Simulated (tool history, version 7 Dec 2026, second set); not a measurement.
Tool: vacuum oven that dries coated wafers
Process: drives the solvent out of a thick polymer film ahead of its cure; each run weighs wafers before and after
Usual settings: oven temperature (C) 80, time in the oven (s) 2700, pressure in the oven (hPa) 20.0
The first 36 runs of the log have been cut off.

run	hour	oven temperature (C)	time in the oven (s)	pressure in the oven (hPa)	solvent left in the film (%)
37	2045.6	69	1440	15.6	9.35
38	2097.1	69	1440	15.6	9.39
39	2149.4	69	1440	15.6	9.36
40	2213.1	69	1440	15.6	9.26
41	2256.2	80	3480	52.0	3.90
42	2300.7	80	3480	52.0	3.91
43	2382.0	80	3480	52.0	3.92
44	2461.3	80	2700	71.7	5.70
45	2497.4	80	4500	10.6	1.06
46	2568.3	91	3120	22.0	1.20

Branching from run 46: 3 alternative next runs. What would each branch give?
A	2631.7	80	1320	20.0	?
B	2631.7	67	2460	26.8	?
C	2631.7	91	3120	15.5	?

run	solvent left in the film (%)
A	6.64
B	7.54
C	0.93
Without the tool's unlogged condition, the same runs would have read:
run	solvent left in the film (%)
A	7.20
B	8.18
C	1.05
